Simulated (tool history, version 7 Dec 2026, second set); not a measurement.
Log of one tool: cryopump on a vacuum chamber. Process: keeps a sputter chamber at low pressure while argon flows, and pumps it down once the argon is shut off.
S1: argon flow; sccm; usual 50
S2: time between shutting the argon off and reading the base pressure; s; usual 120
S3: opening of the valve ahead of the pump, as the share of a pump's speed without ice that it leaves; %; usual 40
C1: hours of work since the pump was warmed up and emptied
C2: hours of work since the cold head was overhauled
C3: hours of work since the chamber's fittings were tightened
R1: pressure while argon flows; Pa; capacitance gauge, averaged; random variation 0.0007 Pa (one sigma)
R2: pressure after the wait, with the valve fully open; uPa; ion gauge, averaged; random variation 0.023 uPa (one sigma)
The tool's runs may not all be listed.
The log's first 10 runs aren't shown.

run,hour,S1,S2,S3,C1,C2,C3,R1,R2
11,190.5,50,179,40,188,188,810,0.1246,0.83
12,216.2,50,179,40,200,200,823,0.1256,0.86
13,242.6,50,179,40,213,213,835,0.1262,0.84
14,271.5,50,120,33,227,227,849,0.1516,1.05
15,298.9,58,120,40,240,240,863,0.1467,1.07
16,320.8,58,120,40,251,251,873,0.1457,1.06
17,341.8,50,120,40,261,261,883,0.1271,1.07
18,361.9,50,120,40,271,271,893,0.1267,1.07
19,393.6,68,285,40,286,286,909,0.1742,0.77
20,417.5,33,22,43,298,298,920,0.0788,3.56
21,434.5,69,22,45,306,306,928,0.1553,3.49
22,466.5,72,82,29,321,321,944,0.253,1.38
23,493.9,72,261,29,335,335,957,0.2509,0.81
24,525.5,45,292,24,350,350,973,0.1896,0.8
25,556.6,50,214,30,365,365,988,0.1698,0.88
26,576.5,44,55,56,375,375,997,0.082,1.74
27,603.6,34,98,56,388,388,1011,0.0636,1.26
28,626.6,80,98,56,399,399,1022,0.152,1.26
29,656.7,50,231,25,414,414,1036,0.2033,0.84
30,686.8,50,231,25,428,428,1051,0.2011,0.9
31,709.7,50,231,25,439,439,1062,0.2029,0.89
32,729.6,50,146,25,449,449,1072,0.2018,1.08

The next listed run, before its measurement:
33,749.4,20,35,54,459,459,1081,?,?

Run 33 gave R1 0.0388 Pa, R2 2.57 uPa.
Without the tool's hidden state the same run would have given R1 0.0359 Pa, R2 2.13 uPa.
